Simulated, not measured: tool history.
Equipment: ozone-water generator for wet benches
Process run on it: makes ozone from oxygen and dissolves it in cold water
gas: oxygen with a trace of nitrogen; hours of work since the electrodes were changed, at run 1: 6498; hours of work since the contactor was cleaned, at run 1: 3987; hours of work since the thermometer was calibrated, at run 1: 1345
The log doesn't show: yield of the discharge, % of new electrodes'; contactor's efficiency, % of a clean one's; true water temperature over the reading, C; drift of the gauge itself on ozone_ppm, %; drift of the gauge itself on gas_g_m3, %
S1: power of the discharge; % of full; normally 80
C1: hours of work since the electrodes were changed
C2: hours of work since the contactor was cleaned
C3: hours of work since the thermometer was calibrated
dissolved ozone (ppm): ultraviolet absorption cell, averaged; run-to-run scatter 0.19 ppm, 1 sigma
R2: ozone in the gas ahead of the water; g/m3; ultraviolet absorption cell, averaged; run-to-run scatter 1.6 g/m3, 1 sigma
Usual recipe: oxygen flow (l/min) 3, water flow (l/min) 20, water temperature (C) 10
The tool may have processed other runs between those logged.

run 1 day=0 | S1=80 oxygen_flow_(l/min)=3 water_flow_(l/min)=20 water_temperature_(C)=10 | C1=6498 C2=3987 C3=1345 | dissolved_ozone_(ppm)=23.9 R2=277.2
run 2 day=5.967 | S1=80 oxygen_flow_(l/min)=3 water_flow_(l/min)=20 water_temperature_(C)=10 | C1=6636 C2=4125 C3=1483 | dissolved_ozone_(ppm)=23.4 R2=275.3
run 3 day=9.796 | S1=80 oxygen_flow_(l/min)=3 water_flow_(l/min)=23 water_temperature_(C)=10 | C1=6725 C2=4214 C3=1572 | dissolved_ozone_(ppm)=20.5 R2=274.7
run 4 day=12.979 | S1=80 oxygen_flow_(l/min)=3 water_flow_(l/min)=23 water_temperature_(C)=10 | C1=6799 C2=4287 C3=1646 | dissolved_ozone_(ppm)=20.5 R2=276.3
run 5 day=20.654 | S1=80 oxygen_flow_(l/min)=3 water_flow_(l/min)=23 water_temperature_(C)=10 | C1=6976 C2=4465 C3=1823 | dissolved_ozone_(ppm)=20.3 R2=277.3
run 6 day=26.783 | S1=80 oxygen_flow_(l/min)=3 water_flow_(l/min)=19 water_temperature_(C)=10 | C1=7118 C2=4607 C3=1965 | dissolved_ozone_(ppm)=24.6 R2=273.2
run 7 day=31.617 | S1=80 oxygen_flow_(l/min)=3 water_flow_(l/min)=20 water_temperature_(C)=10 | C1=7230 C2=4719 C3=2077 | dissolved_ozone_(ppm)=23.4 R2=271.9
run 8 day=37.658 | S1=80 oxygen_flow_(l/min)=3 water_flow_(l/min)=20 water_temperature_(C)=10 | C1=7370 C2=4859 C3=2217 | dissolved_ozone_(ppm)=23.7 R2=270.7
run 9 day=41.158 | S1=80 oxygen_flow_(l/min)=3 water_flow_(l/min)=20 water_temperature_(C)=10 | C1=7451 C2=4940 C3=2298 | dissolved_ozone_(ppm)=23.5 R2=271.8
-- day=45.829 contactor cleaned
run 10 day=47.671 | S1=80 oxygen_flow_(l/min)=3 water_flow_(l/min)=20 water_temperature_(C)=10 | C1=7598 C2=43 C3=2445 | dissolved_ozone_(ppm)=23.6 R2=271.8
run 11 day=52.208 | S1=80 oxygen_flow_(l/min)=3 water_flow_(l/min)=20 water_temperature_(C)=10 | C1=7703 C2=148 C3=2550 | dissolved_ozone_(ppm)=23.8 R2=273.8
run 12 day=56.012 | S1=80 oxygen_flow_(l/min)=4.62 water_flow_(l/min)=20 water_temperature_(C)=10 | C1=7791 C2=236 C3=2638 | dissolved_ozone_(ppm)=26.3 R2=224.5
run 13 day=61.154 | S1=80 oxygen_flow_(l/min)=4.62 water_flow_(l/min)=20 water_temperature_(C)=10 | C1=7910 C2=355 C3=2757 | dissolved_ozone_(ppm)=26 R2=222.4
run 14 day=64.796 | S1=80 oxygen_flow_(l/min)=3 water_flow_(l/min)=20 water_temperature_(C)=10 | C1=7995 C2=439 C3=2842 | dissolved_ozone_(ppm)=23.4 R2=269.1
run 15 day=72.208 | S1=96 oxygen_flow_(l/min)=4.35 water_flow_(l/min)=18 water_temperature_(C)=10 | C1=8166 C2=611 C3=3013 | dissolved_ozone_(ppm)=32.5 R2=262.8
run 16 day=79.267 | S1=80 oxygen_flow_(l/min)=1.59 water_flow_(l/min)=18 water_temperature_(C)=6 | C1=8330 C2=774 C3=3177 | dissolved_ozone_(ppm)=21.5 R2=354.5
run 17 day=85.962 | S1=80 oxygen_flow_(l/min)=1.59 water_flow_(l/min)=18 water_temperature_(C)=6 | C1=8485 C2=929 C3=3332 | dissolved_ozone_(ppm)=21.5 R2=353.7
run 18 day=90.171 | S1=80 oxygen_flow_(l/min)=1.71 water_flow_(l/min)=18 water_temperature_(C)=7 | C1=8582 C2=1027 C3=3429 | dissolved_ozone_(ppm)=22 R2=341.7
run 19 day=94.533 | S1=80 oxygen_flow_(l/min)=1.71 water_flow_(l/min)=18 water_temperature_(C)=7 | C1=8683 C2=1128 C3=3530 | dissolved_ozone_(ppm)=21.9 R2=343.4
run 20 day=101.679 | S1=69 oxygen_flow_(l/min)=1.96 water_flow_(l/min)=18 water_temperature_(C)=9 | C1=8849 C2=1293 C3=3696 | dissolved_ozone_(ppm)=20.5 R2=284.2
run 21 day=107.504 | S1=57 oxygen_flow_(l/min)=3.24 water_flow_(l/min)=18 water_temperature_(C)=11 | C1=8983 C2=1428 C3=3830 | dissolved_ozone_(ppm)=19.7 R2=196.1
run 22 day=112.075 | S1=74 oxygen_flow_(l/min)=2.77 water_flow_(l/min)=20 water_temperature_(C)=16 | C1=9089 C2=1534 C3=3936 | dissolved_ozone_(ppm)=20 R2=255
run 23 day=115.354 | S1=40 oxygen_flow_(l/min)=4 water_flow_(l/min)=16 water_temperature_(C)=10 | C1=9165 C2=1610 C3=4012 | dissolved_ozone_(ppm)=17.3 R2=133.7
run 24 day=121.017 | S1=80 oxygen_flow_(l/min)=3 water_flow_(l/min)=20 water_temperature_(C)=7 | C1=9296 C2=1741 C3=4143 | dissolved_ozone_(ppm)=23.4 R2=262.8
run 25 day=128.554 | S1=50 oxygen_flow_(l/min)=4.33 water_flow_(l/min)=22 water_temperature_(C)=17 | C1=9471 C2=1915 C3=4318 | dissolved_ozone_(ppm)=14.5 R2=153.7
run 26 day=133.4 | S1=50 oxygen_flow_(l/min)=4.33 water_flow_(l/min)=17 water_temperature_(C)=10 | C1=9583 C2=2028 C3=4430 | dissolved_ozone_(ppm)=19.6 R2=151.9
-- day=134.712 water thermometer calibrated
run 27 day=137.7 | S1=50 oxygen_flow_(l/min)=4.33 water_flow_(l/min)=17 water_temperature_(C)=10 | C1=9682 C2=2127 C3=69 | dissolved_ozone_(ppm)=19.6 R2=152.5
run 28 day=144.408 | S1=80 oxygen_flow_(l/min)=3 water_flow_(l/min)=17 water_temperature_(C)=10 | C1=9837 C2=2282 C3=224 | dissolved_ozone_(ppm)=26.4 R2=258.9

Alternative continuations, all from the tool just after run 28; predict every row:
run A day=148.358 | S1=80 oxygen_flow_(l/min)=3 water_flow_(l/min)=14 water_temperature_(C)=13 | C1=9929 C2=2373 C3=316 | dissolved_ozone_(ppm)=? R2=?
run B day=148.358 | S1=74 oxygen_flow_(l/min)=4.4 water_flow_(l/min)=20 water_temperature_(C)=5 | C1=9929 C2=2373 C3=316 | dissolved_ozone_(ppm)=? R2=?
run C day=148.358 | S1=89 oxygen_flow_(l/min)=2.91 water_flow_(l/min)=17 water_temperature_(C)=14 | C1=9929 C2=2373 C3=316 | dissolved_ozone_(ppm)=? R2=?
run D day=148.358 | S1=46 oxygen_flow_(l/min)=2.91 water_flow_(l/min)=20 water_temperature_(C)=13 | C1=9929 C2=2373 C3=316 | dissolved_ozone_(ppm)=? R2=?

run=A dissolved_ozone_(ppm)=30.5 R2=258.6
run=B dissolved_ozone_(ppm)=24.7 R2=205.5
run=C dissolved_ozone_(ppm)=27.4 R2=285
run=D dissolved_ozone_(ppm)=13.9 R2=170.5
The same runs, with their run-to-run variation unchanged, on a tool lacking any hidden condition would have given:
run=A dissolved_ozone_(ppm)=36.3 R2=304.6
run=B dissolved_ozone_(ppm)=29.2 R2=239.6
run=C dissolved_ozone_(ppm)=33.2 R2=340.2
run=D dissolved_ozone_(ppm)=15.4 R2=187.3

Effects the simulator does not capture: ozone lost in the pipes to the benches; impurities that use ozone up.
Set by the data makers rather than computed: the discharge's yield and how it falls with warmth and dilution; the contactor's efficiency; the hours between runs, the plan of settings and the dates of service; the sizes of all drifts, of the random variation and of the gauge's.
